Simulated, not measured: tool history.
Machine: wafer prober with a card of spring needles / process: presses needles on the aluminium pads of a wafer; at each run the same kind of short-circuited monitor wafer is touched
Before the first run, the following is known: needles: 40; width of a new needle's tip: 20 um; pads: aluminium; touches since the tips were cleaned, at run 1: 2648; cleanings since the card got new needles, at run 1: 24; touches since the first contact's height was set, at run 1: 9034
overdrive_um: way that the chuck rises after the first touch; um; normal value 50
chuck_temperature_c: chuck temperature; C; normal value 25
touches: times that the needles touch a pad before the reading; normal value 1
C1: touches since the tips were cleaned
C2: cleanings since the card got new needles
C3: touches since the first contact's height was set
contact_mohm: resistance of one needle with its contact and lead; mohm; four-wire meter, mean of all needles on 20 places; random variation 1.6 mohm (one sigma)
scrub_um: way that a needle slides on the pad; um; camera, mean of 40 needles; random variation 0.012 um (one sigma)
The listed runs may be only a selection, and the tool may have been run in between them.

Run 1, hour 0: usual settings; C1 2648; C2 24; C3 9034. Result: contact_mohm 252 mohm, scrub_um 9.75 um.
At hour 6: tips cleaned on abrasive film.
Run 2, hour 10.4: usual settings but chuck_temperature_c 87 C; C1 1449; C2 25; C3 12391. Result: contact_mohm 222 mohm, scrub_um 9.73 um.
At hour 20.4: tips cleaned on abrasive film.
Run 3, hour 26.9: usual settings but chuck_temperature_c 87 C; C1 2102; C2 26; C3 17690. Result: contact_mohm 241 mohm, scrub_um 9.74 um.
At hour 34.2: tips cleaned on abrasive film.
Run 4, hour 40.1: usual settings but chuck_temperature_c 87 C; C1 1889; C2 27; C3 21942. Result: contact_mohm 233 mohm, scrub_um 9.76 um.
At hour 47.8: tips cleaned on abrasive film.
Run 5, hour 59.7: usual settings but chuck_temperature_c 87 C; C1 3835; C2 28; C3 28275. Result: contact_mohm 278 mohm, scrub_um 9.73 um.
At hour 61.4: tips cleaned on abrasive film.
At hour 76.1: tips cleaned on abrasive film.
Run 6, hour 77.3: usual settings but overdrive_um 63 um, chuck_temperature_c 87 C; C1 400; C2 30; C3 33948. Result: contact_mohm 185 mohm, scrub_um 12.25 um.
At hour 90.1: tips cleaned on abrasive film.
Run 7, hour 94.6: usual settings but overdrive_um 63 um, chuck_temperature_c 87 C; C1 1459; C2 31; C3 39512. Result: contact_mohm 207 mohm, scrub_um 12.25 um.
At hour 103.8: tips cleaned on abrasive film.
Run 8, hour 110.8: usual settings but overdrive_um 63 um, chuck_temperature_c 87 C; C1 2254; C2 32; C3 44736. Result: contact_mohm 212 mohm, scrub_um 12.23 um.
At hour 117.5: tips cleaned on abrasive film.
Run 9, hour 130: usual settings but overdrive_um 63 um, chuck_temperature_c 87 C; C1 4045; C2 33; C3 50948. Result: contact_mohm 237 mohm, scrub_um 12.23 um.
At hour 131.2: tips cleaned on abrasive film.
Run 10, hour 144.1: usual settings but overdrive_um 68 um, chuck_temperature_c 87 C; C1 4180; C2 34; C3 55486. Result: contact_mohm 229 mohm, scrub_um 13.18 um.
At hour 145.3: tips cleaned on abrasive film.
Run 11, hour 157.7: usual settings but overdrive_um 36 um; C1 4025; C2 35; C3 59879. Result: contact_mohm 406 mohm, scrub_um 6.91 um.
At hour 159.5: tips cleaned on abrasive film.
At hour 172.9: tips cleaned on abrasive film.
Run 12, hour 178.8: usual settings but overdrive_um 36 um; C1 1909; C2 37; C3 66664. Result: contact_mohm 309 mohm, scrub_um 6.91 um.
At hour 187: tips cleaned on abrasive film.
Run 13, hour 192.9: usual settings but overdrive_um 67 um, chuck_temperature_c 36 C, touches 2; C1 1906; C2 38; C3 71218. Result: contact_mohm 184 mohm, scrub_um 12.95 um.
At hour 201.1: tips cleaned on abrasive film.
Run 14, hour 212.9: usual settings but overdrive_um 67 um, chuck_temperature_c 36 C, touches 2; C1 3844; C2 39; C3 77687. Result: contact_mohm 193 mohm, scrub_um 12.96 um.
At hour 214.8: tips cleaned on abrasive film.
Run 15, hour 222.5: usual settings but overdrive_um 67 um, chuck_temperature_c 36 C, touches 2; C1 2491; C2 40; C3 80757. Result: contact_mohm 186 mohm, scrub_um 12.96 um.
At hour 228.6: tips cleaned on abrasive film.
Run 16, hour 238.1: usual settings but overdrive_um 31 um, chuck_temperature_c 75 C, touches 2; C1 3083; C2 41; C3 85798. Result: contact_mohm 340 mohm, scrub_um 5.87 um.
At hour 241.9: tips cleaned on abrasive film.
Run 17, hour 248.7: usual settings but overdrive_um 59 um, chuck_temperature_c 75 C; C1 2204; C2 42; C3 89214. Result: contact_mohm 220 mohm, scrub_um 11.34 um.
At hour 256.2: tips cleaned on abrasive film.
Run 18, hour 265.3: usual settings but overdrive_um 32 um, chuck_temperature_c 113 C; C1 2972; C2 43; C3 94576. Result: contact_mohm 417 mohm, scrub_um 6.07 um.
At hour 269.6: tips cleaned on abrasive film.
At hour 283.5: tips cleaned on abrasive film.
Run 19, hour 286.1: usual settings but overdrive_um 68 um, chuck_temperature_c 98 C; C1 840; C2 45; C3 101239. Result: contact_mohm 195 mohm, scrub_um 13.08 um.
At hour 296: height of the first contact set anew.
At hour 297.2: tips cleaned on abrasive film.
Run 20, hour 305.8: usual settings but chuck_temperature_c 101 C, touches 2; C1 2807; C2 46; C3 3172. Result: contact_mohm 228 mohm, scrub_um 9.77 um.

4 options for the next run, each taken on its own from the tool as it stands now. Forecast them:
At hour 311.6: tips cleaned on abrasive film.
Run A, hour 316.7: usual settings but chuck_temperature_c 60 C, touches 2; C1 1656; C2 47; C3 6667. Result: contact_mohm ?, scrub_um ?.
At hour 311.6: tips cleaned on abrasive film.
Run B, hour 316.7: usual settings but chuck_temperature_c 50 C, touches 2; C1 1656; C2 47; C3 6667. Result: contact_mohm ?, scrub_um ?.
At hour 311.6: tips cleaned on abrasive film.
Run C, hour 316.7: usual settings but overdrive_um 64 um, chuck_temperature_c 67 C, touches 2; C1 1656; C2 47; C3 6667. Result: contact_mohm ?, scrub_um ?.
At hour 311.6: tips cleaned on abrasive film.
Run D, hour 316.7: usual settings but chuck_temperature_c 101 C, touches 2; C1 1656; C2 47; C3 6667. Result: contact_mohm ?, scrub_um ?.

run  contact_mohm  scrub_um
  A           209      9.77
  B           206      9.78
  C           188      12.5
  D           219      9.77
Without the tool's unlogged condition, the same runs would have read:
run  contact_mohm  scrub_um
  A           169      9.79
  B           166      9.79
  C           163     12.51
  D           181      9.79

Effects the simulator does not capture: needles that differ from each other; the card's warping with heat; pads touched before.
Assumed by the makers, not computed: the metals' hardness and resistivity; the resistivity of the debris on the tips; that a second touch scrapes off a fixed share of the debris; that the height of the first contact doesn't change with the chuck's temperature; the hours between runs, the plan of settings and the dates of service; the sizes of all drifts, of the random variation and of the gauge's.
